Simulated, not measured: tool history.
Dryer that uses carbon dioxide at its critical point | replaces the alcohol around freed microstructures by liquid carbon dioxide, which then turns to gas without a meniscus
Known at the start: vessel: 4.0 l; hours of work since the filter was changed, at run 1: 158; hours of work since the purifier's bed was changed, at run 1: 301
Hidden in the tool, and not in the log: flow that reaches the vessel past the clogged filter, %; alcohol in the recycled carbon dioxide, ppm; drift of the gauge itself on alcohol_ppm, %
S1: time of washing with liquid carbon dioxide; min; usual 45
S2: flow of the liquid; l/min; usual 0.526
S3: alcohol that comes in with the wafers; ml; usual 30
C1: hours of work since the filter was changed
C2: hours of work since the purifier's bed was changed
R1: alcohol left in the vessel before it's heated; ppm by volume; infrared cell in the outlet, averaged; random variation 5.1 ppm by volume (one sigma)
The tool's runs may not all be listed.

{"run": 1, "day": 0.0, "S1": 45, "S2": 0.526, "S3": 30, "C1": 158, "C2": 301, "R1": 213}
{"run": 2, "day": 0.775, "S1": 45, "S2": 0.526, "S3": 52, "C1": 166, "C2": 309, "R1": 312}
{"run": 3, "day": 1.338, "S1": 45, "S2": 0.82, "S3": 52, "C1": 172, "C2": 315, "R1": 134}
{"run": 4, "day": 1.996, "S1": 45, "S2": 0.526, "S3": 100, "C1": 179, "C2": 321, "R1": 494}
{"run": 5, "day": 2.325, "S1": 45, "S2": 0.526, "S3": 100, "C1": 182, "C2": 325, "R1": 496}
{"run": 6, "day": 3.008, "S1": 45, "S2": 0.526, "S3": 100, "C1": 189, "C2": 332, "R1": 521}
{"run": 7, "day": 3.538, "S1": 45, "S2": 0.777, "S3": 30, "C1": 195, "C2": 337, "R1": 137}
{"run": 8, "day": 4.138, "S1": 45, "S2": 0.777, "S3": 30, "C1": 201, "C2": 344, "R1": 145}
{"run": 9, "day": 4.858, "S1": 45, "S2": 0.777, "S3": 30, "C1": 208, "C2": 351, "R1": 137}
{"day": 5.362, "done": "inlet filter changed"}
{"run": 10, "day": 5.533, "S1": 45, "S2": 0.777, "S3": 30, "C1": 2, "C2": 358, "R1": 138}
{"run": 11, "day": 5.862, "S1": 45, "S2": 0.777, "S3": 30, "C1": 5, "C2": 361, "R1": 138}
{"run": 12, "day": 6.379, "S1": 45, "S2": 0.777, "S3": 30, "C1": 10, "C2": 366, "R1": 147}
{"run": 13, "day": 6.708, "S1": 45, "S2": 0.526, "S3": 30, "C1": 14, "C2": 370, "R1": 208}
{"run": 14, "day": 7.438, "S1": 45, "S2": 0.526, "S3": 30, "C1": 21, "C2": 377, "R1": 223}
{"run": 15, "day": 7.996, "S1": 45, "S2": 0.526, "S3": 30, "C1": 27, "C2": 383, "R1": 220}
{"run": 16, "day": 8.45, "S1": 45, "S2": 0.526, "S3": 94, "C1": 32, "C2": 388, "R1": 395}
{"run": 17, "day": 8.779, "S1": 30, "S2": 0.526, "S3": 94, "C1": 35, "C2": 391, "R1": 1313}
{"run": 18, "day": 9.112, "S1": 30, "S2": 0.526, "S3": 94, "C1": 39, "C2": 394, "R1": 1335}
{"run": 19, "day": 9.542, "S1": 30, "S2": 0.526, "S3": 94, "C1": 43, "C2": 399, "R1": 1332}
{"run": 20, "day": 9.95, "S1": 30, "S2": 0.526, "S3": 94, "C1": 47, "C2": 403, "R1": 1340}
{"run": 21, "day": 10.312, "S1": 45, "S2": 0.526, "S3": 30, "C1": 51, "C2": 407, "R1": 225}
{"run": 22, "day": 10.879, "S1": 62, "S2": 0.526, "S3": 30, "C1": 57, "C2": 413, "R1": 156}
{"run": 23, "day": 11.404, "S1": 62, "S2": 0.526, "S3": 30, "C1": 62, "C2": 418, "R1": 176}
{"run": 24, "day": 11.775, "S1": 28, "S2": 0.417, "S3": 53, "C1": 66, "C2": 422, "R1": 1678}
{"run": 25, "day": 12.388, "S1": 45, "S2": 0.549, "S3": 30, "C1": 72, "C2": 428, "R1": 238}
{"run": 26, "day": 12.896, "S1": 45, "S2": 0.549, "S3": 30, "C1": 78, "C2": 433, "R1": 235}
{"run": 27, "day": 13.35, "S1": 45, "S2": 0.789, "S3": 106, "C1": 82, "C2": 438, "R1": 186}
{"run": 28, "day": 13.996, "S1": 46, "S2": 0.526, "S3": 30, "C1": 89, "C2": 445, "R1": 246}
{"run": 29, "day": 14.721, "S1": 39, "S2": 0.479, "S3": 30, "C1": 96, "C2": 452, "R1": 408}
{"run": 30, "day": 15.525, "S1": 39, "S2": 0.479, "S3": 30, "C1": 105, "C2": 460, "R1": 427}
{"run": 31, "day": 15.95, "S1": 39, "S2": 0.479, "S3": 30, "C1": 109, "C2": 465, "R1": 408}
{"run": 32, "day": 16.621, "S1": 48, "S2": 0.479, "S3": 55, "C1": 116, "C2": 472, "R1": 394}
{"run": 33, "day": 17.412, "S1": 48, "S2": 0.479, "S3": 55, "C1": 124, "C2": 480, "R1": 381}
{"run": 34, "day": 17.908, "S1": 48, "S2": 0.479, "S3": 55, "C1": 129, "C2": 485, "R1": 401}
{"run": 35, "day": 18.521, "S1": 45, "S2": 0.859, "S3": 38, "C1": 135, "C2": 491, "R1": 191}
{"run": 36, "day": 19.025, "S1": 53, "S2": 0.718, "S3": 73, "C1": 141, "C2": 496, "R1": 188}
{"run": 37, "day": 19.467, "S1": 43, "S2": 0.651, "S3": 39, "C1": 145, "C2": 501, "R1": 232}
{"run": 38, "day": 19.8, "S1": 30, "S2": 0.328, "S3": 23, "C1": 149, "C2": 504, "R1": 1217}
{"run": 39, "day": 20.558, "S1": 30, "S2": 0.328, "S3": 23, "C1": 156, "C2": 512, "R1": 1242}
{"run": 40, "day": 21.246, "S1": 55, "S2": 0.398, "S3": 40, "C1": 164, "C2": 519, "R1": 407}
{"day": 21.683, "done": "purifier's bed changed"}
{"run": 41, "day": 21.933, "S1": 55, "S2": 0.398, "S3": 40, "C1": 169, "C2": 3, "R1": 231}
{"run": 42, "day": 22.317, "S1": 44, "S2": 0.565, "S3": 30, "C1": 173, "C2": 7, "R1": 100}
{"run": 43, "day": 22.788, "S1": 44, "S2": 0.565, "S3": 30, "C1": 178, "C2": 11, "R1": 104}
{"run": 44, "day": 23.212, "S1": 45, "S2": 0.762, "S3": 39, "C1": 183, "C2": 16, "R1": 38}
{"run": 45, "day": 23.675, "S1": 65, "S2": 0.381, "S3": 66, "C1": 187, "C2": 20, "R1": 251}
{"run": 46, "day": 24.317, "S1": 39, "S2": 0.415, "S3": 46, "C1": 194, "C2": 27, "R1": 718}

4 ways to go on from here, each from the tool as it stands after run 46. What would each give?
{"run": "A", "day": 24.9, "S1": 32, "S2": 0.509, "S3": 102, "C1": 200, "C2": 33, "R1": "?"}
{"run": "B", "day": 24.9, "S1": 39, "S2": 0.378, "S3": 46, "C1": 200, "C2": 33, "R1": "?"}
{"run": "C", "day": 24.9, "S1": 39, "S2": 0.674, "S3": 46, "C1": 200, "C2": 33, "R1": "?"}
{"run": "D", "day": 24.9, "S1": 48, "S2": 0.676, "S3": 50, "C1": 200, "C2": 33, "R1": "?"}

run=A R1=1506
run=B R1=937
run=C R1=120
run=D R1=50
Without the tool's hidden state the same runs would have given:
run=A R1=1095
run=B R1=704
run=C R1=65
run=D R1=20
